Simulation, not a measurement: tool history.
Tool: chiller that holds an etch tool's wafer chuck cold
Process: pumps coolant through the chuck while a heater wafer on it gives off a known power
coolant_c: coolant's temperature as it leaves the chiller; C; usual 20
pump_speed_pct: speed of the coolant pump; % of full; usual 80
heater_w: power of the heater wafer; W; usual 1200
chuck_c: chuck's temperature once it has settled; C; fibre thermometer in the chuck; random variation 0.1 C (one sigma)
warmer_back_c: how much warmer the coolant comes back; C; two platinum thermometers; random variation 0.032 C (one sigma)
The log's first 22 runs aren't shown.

| run | hour | coolant_c | pump_speed_pct | heater_w | hours since the coolant was changed and the channels were flushed | hours since the pump was overhauled | hours since the chiller's thermometer was calibrated | chuck_c | warmer_back_c |
|---|---|---|---|---|---|---|---|---|---|
|  | 728.3 | chiller's thermometer calibrated, once more |
| 23 | 750.4 | 27 | 80 | 1200 | 579 | 2685 | 22 | 40.3 | 3.72 |
| 24 | 778.5 | 20 | 66 | 1200 | 608 | 2713 | 50 | 35.3 | 4.62 |
| 25 | 818.7 | 20 | 66 | 1200 | 648 | 2753 | 90 | 35.4 | 4.70 |
| 26 | 865.6 | 20 | 66 | 1200 | 695 | 2800 | 137 | 35.3 | 4.69 |
| 27 | 900.3 | 20 | 66 | 1200 | 729 | 2834 | 172 | 35.5 | 4.68 |
| 28 | 938.5 | 24 | 95 | 1234 | 768 | 2873 | 210 | 36.2 | 3.24 |
| 29 | 959.9 | 20 | 73 | 1200 | 789 | 2894 | 232 | 34.2 | 4.22 |
| 30 | 981.0 | 20 | 73 | 1200 | 810 | 2915 | 253 | 34.5 | 4.17 |
| 31 | 1004.0 | 20 | 75 | 1200 | 833 | 2938 | 276 | 34.1 | 4.06 |
| 32 | 1024.3 | 19 | 77 | 1200 | 853 | 2958 | 296 | 32.8 | 3.95 |

Forecast each of these 3 alternatives for the next run:
| A | 1053.0 | 20 | 93 | 1200 | 882 | 2987 | 325 | ? | ? |
| B | 1053.0 | 13 | 80 | 1200 | 882 | 2987 | 325 | ? | ? |
| C | 1053.0 | 19 | 70 | 823 | 882 | 2987 | 325 | ? | ? |

| run | chuck_c | warmer_back_c |
|---|---|---|
| A | 32.1 | 3.22 |
| B | 26.4 | 3.84 |
| C | 29.2 | 3.02 |
Without the tool's hidden state the same runs would have given:
| run | chuck_c | warmer_back_c |
|---|---|---|
| A | 31.0 | 2.96 |
| B | 25.2 | 3.53 |
| C | 28.3 | 2.78 |
